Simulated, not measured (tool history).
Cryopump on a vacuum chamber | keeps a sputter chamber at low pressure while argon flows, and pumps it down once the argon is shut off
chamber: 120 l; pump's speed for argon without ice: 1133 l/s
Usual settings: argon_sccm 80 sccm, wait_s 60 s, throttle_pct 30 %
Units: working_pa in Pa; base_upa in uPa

run 1 hour=0.0 | argon_sccm=80 wait_s=60 throttle_pct=30 | working_pa=0.4183 base_upa=2.70
run 2 hour=7.1 | argon_sccm=80 wait_s=60 throttle_pct=30 | working_pa=0.4205 base_upa=2.73
run 3 hour=17.1 | argon_sccm=80 wait_s=60 throttle_pct=30 | working_pa=0.4182 base_upa=2.77
run 4 hour=26.8 | argon_sccm=80 wait_s=60 throttle_pct=30 | working_pa=0.4210 base_upa=2.85
run 5 hour=38.9 | argon_sccm=80 wait_s=60 throttle_pct=30 | working_pa=0.4201 base_upa=2.75
run 6 hour=51.7 | argon_sccm=80 wait_s=60 throttle_pct=30 | working_pa=0.4214 base_upa=2.85
run 7 hour=61.9 | argon_sccm=80 wait_s=60 throttle_pct=48 | working_pa=0.2772 base_upa=2.81
run 8 hour=70.4 | argon_sccm=80 wait_s=51 throttle_pct=30 | working_pa=0.4259 base_upa=2.93
run 9 hour=81.9 | argon_sccm=80 wait_s=51 throttle_pct=58 | working_pa=0.2346 base_upa=3.08
run 10 hour=94.6 | argon_sccm=80 wait_s=51 throttle_pct=58 | working_pa=0.2350 base_upa=2.96
run 11 hour=111.4 | argon_sccm=80 wait_s=51 throttle_pct=58 | working_pa=0.2362 base_upa=3.05
run 12 hour=119.7 | argon_sccm=80 wait_s=51 throttle_pct=58 | working_pa=0.2377 base_upa=3.17
run 13 hour=128.3 | argon_sccm=80 wait_s=60 throttle_pct=30 | working_pa=0.4298 base_upa=2.93
run 14 hour=140.7 | argon_sccm=80 wait_s=60 throttle_pct=30 | working_pa=0.4306 base_upa=3.01
run 15 hour=152.6 | argon_sccm=124 wait_s=60 throttle_pct=30 | working_pa=0.6699 base_upa=3.08
run 16 hour=164.5 | argon_sccm=124 wait_s=60 throttle_pct=30 | working_pa=0.6748 base_upa=2.99
run 17 hour=174.5 | argon_sccm=124 wait_s=60 throttle_pct=30 | working_pa=0.6723 base_upa=3.13
run 18 hour=187.9 | argon_sccm=57 wait_s=46 throttle_pct=24 | working_pa=0.3804 base_upa=3.27
run 19 hour=204.0 | argon_sccm=65 wait_s=46 throttle_pct=24 | working_pa=0.4329 base_upa=3.27
run 20 hour=220.7 | argon_sccm=65 wait_s=118 throttle_pct=28 | working_pa=0.3787 base_upa=2.89
run 21 hour=232.8 | argon_sccm=80 wait_s=117 throttle_pct=16 | working_pa=0.7831 base_upa=2.91
run 22 hour=248.4 | argon_sccm=80 wait_s=117 throttle_pct=16 | working_pa=0.7892 base_upa=2.98
run 23 hour=262.6 | argon_sccm=80 wait_s=117 throttle_pct=21 | working_pa=0.6126 base_upa=2.88
run 24 hour=277.5 | argon_sccm=80 wait_s=117 throttle_pct=21 | working_pa=0.6129 base_upa=3.04
run 25 hour=292.5 | argon_sccm=76 wait_s=215 throttle_pct=17 | working_pa=0.7139 base_upa=2.89
run 26 hour=309.7 | argon_sccm=76 wait_s=215 throttle_pct=17 | working_pa=0.7115 base_upa=2.92
run 27 hour=320.1 | argon_sccm=152 wait_s=60 throttle_pct=33 | working_pa=0.7832 base_upa=3.45
run 28 hour=327.9 | argon_sccm=152 wait_s=60 throttle_pct=33 | working_pa=0.7863 base_upa=3.54
run 29 hour=338.1 | argon_sccm=38 wait_s=60 throttle_pct=21 | working_pa=0.2961 base_upa=3.53
run 30 hour=347.2 | argon_sccm=47 wait_s=60 throttle_pct=30 | working_pa=0.2651 base_upa=3.51
run 31 hour=360.1 | argon_sccm=47 wait_s=95 throttle_pct=49 | working_pa=0.1748 base_upa=3.30
run 32 hour=375.2 | argon_sccm=80 wait_s=30 throttle_pct=22 | working_pa=0.5984 base_upa=4.25
run 33 hour=390.1 | argon_sccm=80 wait_s=30 throttle_pct=22 | working_pa=0.5425 base_upa=3.30
run 34 hour=403.3 | argon_sccm=103 wait_s=45 throttle_pct=29 | working_pa=0.5289 base_upa=2.92

Taken out of this log: 1 entry between the listed runs. Where each belongs, and how the hidden state differs across it:
Between runs 32 and 33: pump warmed up, emptied and cooled again (hour 384.6)
  pump's speed, % of a pump's without ice: 68.4 -> 99.4; leak into the chamber, uPa l/s: 2316 -> 2324
  measured less the result without the state, working_pa: +0.0565 -> +0.0016 Pa; base_upa: +2.75 -> +1.81 uPa

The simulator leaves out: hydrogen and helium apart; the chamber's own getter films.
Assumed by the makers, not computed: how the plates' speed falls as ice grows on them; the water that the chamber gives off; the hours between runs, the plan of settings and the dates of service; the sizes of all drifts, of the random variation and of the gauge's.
